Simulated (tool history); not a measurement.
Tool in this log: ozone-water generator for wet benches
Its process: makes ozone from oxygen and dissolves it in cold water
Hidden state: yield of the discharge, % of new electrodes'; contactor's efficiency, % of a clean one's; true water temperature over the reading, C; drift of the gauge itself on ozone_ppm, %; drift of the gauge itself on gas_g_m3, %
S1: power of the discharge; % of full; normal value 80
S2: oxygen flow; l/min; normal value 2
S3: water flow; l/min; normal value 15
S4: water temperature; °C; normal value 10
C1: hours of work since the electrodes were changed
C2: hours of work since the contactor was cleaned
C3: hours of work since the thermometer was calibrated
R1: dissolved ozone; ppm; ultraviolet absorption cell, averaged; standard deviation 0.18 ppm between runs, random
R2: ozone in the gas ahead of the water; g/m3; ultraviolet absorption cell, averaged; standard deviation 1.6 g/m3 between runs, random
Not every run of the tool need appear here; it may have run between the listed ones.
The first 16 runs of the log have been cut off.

{"run": 17, "hour": 446.4, "S1": 86, "S2": 1.03, "S3": 20, "S4": 17, "C1": 403, "C2": 2517, "C3": 2358, "R1": 13.4, "R2": 420.3}
{"run": 18, "hour": 478.0, "S1": 86, "S2": 1.03, "S3": 20, "S4": 17, "C1": 429, "C2": 2543, "C3": 2384, "R1": 13.3, "R2": 418.1}
{"run": 19, "hour": 493.3, "S1": 86, "S2": 1.03, "S3": 20, "S4": 17, "C1": 442, "C2": 2556, "C3": 2396, "R1": 13.5, "R2": 420.1}
{"run": 20, "hour": 509.1, "S1": 86, "S2": 1.03, "S3": 20, "S4": 17, "C1": 455, "C2": 2569, "C3": 2409, "R1": 13.6, "R2": 418.7}
{"run": 21, "hour": 524.7, "S1": 86, "S2": 1.03, "S3": 20, "S4": 17, "C1": 467, "C2": 2582, "C3": 2422, "R1": 13.4, "R2": 418.3}
{"run": 22, "hour": 557.0, "S1": 86, "S2": 1.03, "S3": 20, "S4": 17, "C1": 494, "C2": 2608, "C3": 2448, "R1": 13.5, "R2": 418.5}
{"run": 23, "hour": 574.5, "S1": 48, "S2": 1.06, "S3": 17, "S4": 6, "C1": 508, "C2": 2622, "C3": 2463, "R1": 11.7, "R2": 278}
{"run": 24, "hour": 601.6, "S1": 98, "S2": 1.06, "S3": 17, "S4": 17, "C1": 530, "C2": 2645, "C3": 2485, "R1": 17.9, "R2": 448.4}
{"run": 25, "hour": 617.0, "S1": 98, "S2": 1.06, "S3": 17, "S4": 17, "C1": 543, "C2": 2657, "C3": 2498, "R1": 17.6, "R2": 444.9}
{"run": 26, "hour": 644.1, "S1": 80, "S2": 2, "S3": 10, "S4": 10, "C1": 565, "C2": 2679, "C3": 2520, "R1": 33.5, "R2": 294.7}
{"run": 27, "hour": 669.4, "S1": 80, "S2": 2, "S3": 10, "S4": 10, "C1": 586, "C2": 2700, "C3": 2541, "R1": 33.8, "R2": 297.7}
{"run": 28, "hour": 689.2, "S1": 80, "S2": 2, "S3": 15, "S4": 7, "C1": 602, "C2": 2716, "C3": 2557, "R1": 23.5, "R2": 295.1}
{"run": 29, "hour": 720.2, "S1": 80, "S2": 2, "S3": 15, "S4": 7, "C1": 628, "C2": 2742, "C3": 2582, "R1": 23.6, "R2": 294.3}

For run 30, what comes out?
{"run": 30, "hour": 754.0, "S1": 80, "S2": 2.62, "S3": 11, "S4": 5, "C1": 655, "C2": 2770, "C3": 2610, "R1": "?", "R2": "?"}

R1: 35 ppm
R2: 261.5 g/m3
Without the tool's hidden state the same run would have given R1 36.3 ppm, R2 264.6 g/m3.
